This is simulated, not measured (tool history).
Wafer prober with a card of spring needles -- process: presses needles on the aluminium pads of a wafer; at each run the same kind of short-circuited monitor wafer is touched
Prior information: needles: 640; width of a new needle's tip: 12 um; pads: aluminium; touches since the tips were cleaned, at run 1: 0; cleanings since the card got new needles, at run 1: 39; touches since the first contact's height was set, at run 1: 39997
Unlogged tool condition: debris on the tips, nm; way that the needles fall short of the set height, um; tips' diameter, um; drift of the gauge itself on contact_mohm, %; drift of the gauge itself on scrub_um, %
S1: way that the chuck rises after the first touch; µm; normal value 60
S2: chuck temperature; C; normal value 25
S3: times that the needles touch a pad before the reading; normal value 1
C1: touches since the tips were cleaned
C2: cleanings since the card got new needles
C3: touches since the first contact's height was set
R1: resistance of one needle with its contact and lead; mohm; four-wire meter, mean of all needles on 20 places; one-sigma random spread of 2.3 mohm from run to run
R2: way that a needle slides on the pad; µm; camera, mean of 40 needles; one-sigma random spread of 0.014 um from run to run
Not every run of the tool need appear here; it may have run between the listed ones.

run	day	S1	S2	S3	C1	C2	C3	R1	R2
1	0	60	25	1	0	39	39997	267	14.11
# day 1.046: tips cleaned on abrasive film
2	1.85	60	25	1	6574	40	55130	296	14.1
# day 2.15: tips cleaned on abrasive film
# day 3.338: tips cleaned on abrasive film
3	3.883	60	25	1	4479	42	71765	293	14.05
# day 4.417: tips cleaned on abrasive film
4	5.138	60	25	1	5939	43	82028	291	14.04
# day 5.558: tips cleaned on abrasive film
5	6.25	60	25	1	5656	44	91090	297	13.99
# day 6.592: tips cleaned on abrasive film
6	7.183	60	25	1	4824	45	98712	292	14.01
# day 7.729: tips cleaned on abrasive film
# day 8.783: tips cleaned on abrasive film
7	9.208	60	25	1	3481	47	115268	293	13.95
# day 9.417: height of the first contact set anew
# day 9.842: tips cleaned on abrasive film
# day 10.962: tips cleaned on abrasive film
8	10.996	60	25	1	268	49	12874	268	14.17
# day 12.083: tips cleaned on abrasive film
9	12.875	58	25	1	6494	50	28276	297	13.69
# day 13.171: tips cleaned on abrasive film
# day 14.221: tips cleaned on abrasive film
10	15.133	58	25	1	7474	52	46729	304	13.66
# day 15.325: tips cleaned on abrasive film
# day 16.454: tips cleaned on abrasive film
11	16.638	60	59	1	1472	54	58983	288	14.07
# day 17.65: tips cleaned on abrasive film
12	17.958	60	25	1	2536	55	69803	283	14.03
# day 18.721: tips cleaned on abrasive film
13	19.229	48	25	1	4180	56	80202	305	11.18
# day 19.808: tips cleaned on abrasive film
14	20.338	48	25	1	4336	57	89262	306	11.18
# day 20.929: tips cleaned on abrasive film
15	21.446	48	25	1	4218	58	98297	301	11.13
# day 22.117: tips cleaned on abrasive film
# day 23.212: tips cleaned on abrasive film
16	23.375	48	25	1	1326	60	114055	288	11.07
# day 23.846: height of the first contact set anew
# day 24.371: tips cleaned on abrasive film
17	25.25	48	27	1	7209	61	11483	314	11.34
# day 25.425: tips cleaned on abrasive film
# day 26.525: tips cleaned on abrasive film
18	27.408	48	27	1	7255	63	29106	311	11.32
# day 27.571: tips cleaned on abrasive film
# day 28.638: tips cleaned on abrasive film
19	28.954	62	37	1	2599	65	41728	288	14.59
# day 29.75: tips cleaned on abrasive film
20	30.325	63	27	1	4734	66	52947	289	14.8
# day 30.925: tips cleaned on abrasive film
# day 31.971: tips cleaned on abrasive film
21	32.367	55	29	1	3230	68	69617	294	12.84
# day 33.083: tips cleaned on abrasive film
22	33.704	55	29	1	5107	69	80565	303	12.82
# day 34.271: tips cleaned on abrasive film
23	35.05	76	43	1	6369	70	91558	294	17.78
# day 35.308: tips cleaned on abrasive film
# day 36.483: tips cleaned on abrasive film
24	37.212	53	39	1	5993	72	109243	308	12.25
# day 37.538: tips cleaned on abrasive film
# day 38.192: height of the first contact set anew
25	38.192	60	29	1	5281	73	0	303	14.23

Estimate the outcome of run 26 from the log above:
# day 38.625: tips cleaned on abrasive film
# day 39.679: tips cleaned on abrasive film
26	39.871	60	29	1	1594	75	13713	?	?

Run 26 measured R1 286 mohm, R2 14.2 µm.
On a tool with no hidden condition, and with the same random variation, this run would have come out at R1 271 mohm, R2 14.25 µm.
